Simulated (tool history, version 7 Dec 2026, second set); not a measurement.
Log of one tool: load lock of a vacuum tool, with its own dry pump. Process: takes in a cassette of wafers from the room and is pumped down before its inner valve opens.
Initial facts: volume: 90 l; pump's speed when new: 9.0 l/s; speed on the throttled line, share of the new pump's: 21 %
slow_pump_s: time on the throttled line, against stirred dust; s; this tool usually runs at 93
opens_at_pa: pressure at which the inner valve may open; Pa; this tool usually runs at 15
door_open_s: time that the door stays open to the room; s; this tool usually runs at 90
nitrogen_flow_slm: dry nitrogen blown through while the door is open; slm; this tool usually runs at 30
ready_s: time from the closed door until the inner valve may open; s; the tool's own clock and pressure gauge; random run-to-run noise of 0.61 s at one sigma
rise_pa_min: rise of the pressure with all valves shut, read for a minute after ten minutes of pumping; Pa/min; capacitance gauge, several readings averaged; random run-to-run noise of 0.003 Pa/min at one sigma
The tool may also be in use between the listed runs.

| run | hour | slow_pump_s | opens_at_pa | door_open_s | nitrogen_flow_slm | incoming humidity of the room's air, % | ready_s | rise_pa_min |
|---|---|---|---|---|---|---|---|---|
| 1 | 0 | 93 | 15 | 90 | 30 | 47.1 | 162.3 | 0.065 |
| 2 | 108.7 | 93 | 15 | 90 | 30 | 40.6 | 162.7 | 0.068 |
| 3 | 280.2 | 93 | 15 | 90 | 30 | 40.2 | 162 | 0.066 |
| 4 | 487.9 | 93 | 15 | 90 | 5 | 47 | 162.4 | 0.085 |
| 5 | 696.6 | 93 | 15 | 90 | 30 | 40.4 | 163.9 | 0.07 |
| 6 | 838.1 | 93 | 13 | 90 | 30 | 44.2 | 164.9 | 0.075 |
| 7 | 964.5 | 93 | 13 | 90 | 30 | 44.2 | 165 | 0.074 |
| 8 | 1112.4 | 93 | 20 | 90 | 30 | 43.4 | 160.2 | 0.076 |
| 9 | 1326.4 | 93 | 20 | 90 | 30 | 46.9 | 160.3 | 0.076 |
| 10 | 1552.5 | 93 | 20 | 90 | 30 | 45.7 | 160.2 | 0.08 |
| 11 | 1680.4 | 93 | 20 | 90 | 30 | 42.3 | 160.7 | 0.076 |
| 12 | 1815.6 | 138 | 15 | 56 | 6 | 44.4 | 198.4 | 0.085 |
| 13 | 2045.5 | 76 | 15 | 188 | 12 | 46 | 150.2 | 0.105 |
| 14 | 2289.8 | 80 | 12 | 188 | 7 | 44.7 | 156.2 | 0.112 |
| 15 | 2490.3 | 80 | 12 | 188 | 7 | 46.4 | 155.3 | 0.116 |

The next listed run, before its measurement:
| 16 | 2691.9 | 80 | 12 | 188 | 4 | 45.1 | ? | ? |

{"run 16": {"ready_s": 156.5, "rise_pa_min": 0.117}}
Minus the tool's unlogged condition, the same run would have read ready_s 154.1 s, rise_pa_min 0.054 Pa/min.

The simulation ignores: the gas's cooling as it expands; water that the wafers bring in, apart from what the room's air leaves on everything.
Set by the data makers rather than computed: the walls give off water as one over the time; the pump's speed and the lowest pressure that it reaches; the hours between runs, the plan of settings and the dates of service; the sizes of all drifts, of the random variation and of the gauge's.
